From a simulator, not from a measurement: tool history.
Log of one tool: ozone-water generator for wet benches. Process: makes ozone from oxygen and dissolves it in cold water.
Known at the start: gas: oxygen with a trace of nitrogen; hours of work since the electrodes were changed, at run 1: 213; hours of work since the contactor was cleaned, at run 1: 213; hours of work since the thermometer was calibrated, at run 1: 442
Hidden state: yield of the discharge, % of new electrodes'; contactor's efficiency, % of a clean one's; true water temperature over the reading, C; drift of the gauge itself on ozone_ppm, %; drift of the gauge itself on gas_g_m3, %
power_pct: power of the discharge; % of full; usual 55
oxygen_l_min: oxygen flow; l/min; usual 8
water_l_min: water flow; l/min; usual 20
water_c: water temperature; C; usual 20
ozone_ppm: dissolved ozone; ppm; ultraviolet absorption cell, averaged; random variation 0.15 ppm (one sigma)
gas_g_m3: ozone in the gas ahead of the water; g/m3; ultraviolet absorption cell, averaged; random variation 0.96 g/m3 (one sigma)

| run | hour | power_pct | oxygen_l_min | water_l_min | water_c | hours of work since the electrodes were changed | hours of work since the contactor was cleaned | hours of work since the thermometer was calibrated | ozone_ppm | gas_g_m3 |
|---|---|---|---|---|---|---|---|---|---|---|
| 1 | 0 | 55 | 8 | 20 | 20 | 213 | 213 | 442 | 18.8 | 161.2 |
| 2 | 132.5 | 55 | 8 | 20 | 20 | 313 | 313 | 542 | 18.6 | 159.8 |
| 3 | 327.7 | 65 | 8 | 20 | 20 | 461 | 461 | 689 | 20.9 | 179.5 |
| 4 | 425 | 65 | 8 | 20 | 20 | 534 | 534 | 763 | 20.8 | 179.2 |
| 5 | 612.8 | 55 | 8 | 20 | 20 | 676 | 676 | 904 | 18.3 | 159.3 |
| 6 | 799.2 | 55 | 8 | 20 | 20 | 817 | 817 | 1045 | 17.8 | 158.3 |
| 7 | 895.9 | 55 | 8 | 20 | 20 | 890 | 890 | 1118 | 17.9 | 156.3 |
| 8 | 984.4 | 55 | 8 | 20 | 20 | 957 | 957 | 1185 | 17.7 | 156.3 |
| 9 | 1117 | 55 | 8 | 20 | 20 | 1057 | 1057 | 1285 | 18 | 156.2 |
| 10 | 1216.4 | 55 | 8 | 20 | 20 | 1132 | 1132 | 1360 | 17.6 | 155 |
| 11 | 1367.6 | 55 | 8 | 20 | 20 | 1246 | 1246 | 1474 | 17.6 | 153.9 |
| 12 | 1456.6 | 55 | 8 | 20 | 20 | 1313 | 1313 | 1542 | 17.6 | 154.8 |
| 13 | 1629.3 | 55 | 8 | 20 | 20 | 1444 | 1444 | 1672 | 17.2 | 153.7 |
| 14 | 1829.7 | 55 | 8 | 20 | 20 | 1595 | 1595 | 1823 | 16.9 | 153.7 |
| 15 | 2006.3 | 55 | 8 | 20 | 20 | 1728 | 1728 | 1957 | 16.7 | 151.6 |
| 16 | 2193 | 55 | 8 | 20 | 20 | 1869 | 1869 | 2098 | 16.8 | 149.8 |
| 17 | 2325.8 | 55 | 8 | 20 | 20 | 1970 | 1970 | 2198 | 16.4 | 149.7 |
| 18 | 2432.3 | 55 | 8 | 15 | 20 | 2050 | 2050 | 2279 | 19.5 | 149.8 |
| 19 | 2602.8 | 78 | 5.79 | 17 | 26 | 2179 | 2179 | 2407 | 21.2 | 220.7 |
|  | 2767.4 | contactor cleaned |
| 20 | 2771.3 | 66 | 4.17 | 25 | 15 | 2303 | 3 | 2532 | 17.6 | 238.7 |
| 21 | 2965.6 | 91 | 6.23 | 20 | 20 | 2450 | 150 | 2678 | 23.6 | 229.9 |
| 22 | 3085.2 | 88 | 13.05 | 22 | 12 | 2540 | 240 | 2769 | 22.4 | 146.9 |
| 23 | 3176.3 | 41 | 5.63 | 13 | 15 | 2609 | 309 | 2837 | 21.4 | 148.7 |
| 24 | 3369.8 | 55 | 8 | 25 | 15 | 2755 | 455 | 2984 | 15.3 | 145.1 |
| 25 | 3472.5 | 55 | 9.52 | 21 | 20 | 2833 | 533 | 3061 | 15.6 | 129.9 |
| 26 | 3582.1 | 75 | 7.72 | 21 | 20 | 2916 | 615 | 3144 | 19 | 177.5 |
| 27 | 3698.7 | 58 | 9.52 | 14 | 25 | 3004 | 703 | 3232 | 17.7 | 132.6 |
| 28 | 3856.6 | 58 | 9.52 | 14 | 25 | 3123 | 823 | 3351 | 17.6 | 133.1 |
| 29 | 3967.7 | 58 | 9.52 | 14 | 25 | 3207 | 906 | 3435 | 17.7 | 133 |
| 30 | 4084.2 | 58 | 11.15 | 14 | 25 | 3295 | 995 | 3523 | 16.6 | 120.1 |
| 31 | 4199.9 | 58 | 11.15 | 14 | 25 | 3382 | 1082 | 3610 | 16.4 | 120 |
| 32 | 4412.2 | 96 | 8 | 20 | 24 | 3542 | 1242 | 3771 | 20 | 193.6 |

Forecast each of these 3 alternatives for the next run:
|  | 4444.9 | water thermometer calibrated |
| A | 4534.3 | 69 | 4.62 | 20 | 20 | 3634 | 1334 | 67 | ? | ? |
|  | 4444.9 | water thermometer calibrated |
| B | 4534.3 | 96 | 5.34 | 26 | 14 | 3634 | 1334 | 67 | ? | ? |
|  | 4444.9 | water thermometer calibrated |
| C | 4534.3 | 61 | 4.96 | 20 | 20 | 3634 | 1334 | 67 | ? | ? |

| run | ozone_ppm | gas_g_m3 |
|---|---|---|
| A | 18.6 | 218.6 |
| B | 19.4 | 242.2 |
| C | 17.3 | 193.2 |
Without the tool's hidden state the same runs would have given:
| run | ozone_ppm | gas_g_m3 |
|---|---|---|
| A | 23.4 | 263.6 |
| B | 25.5 | 303.9 |
| C | 21.4 | 229.6 |
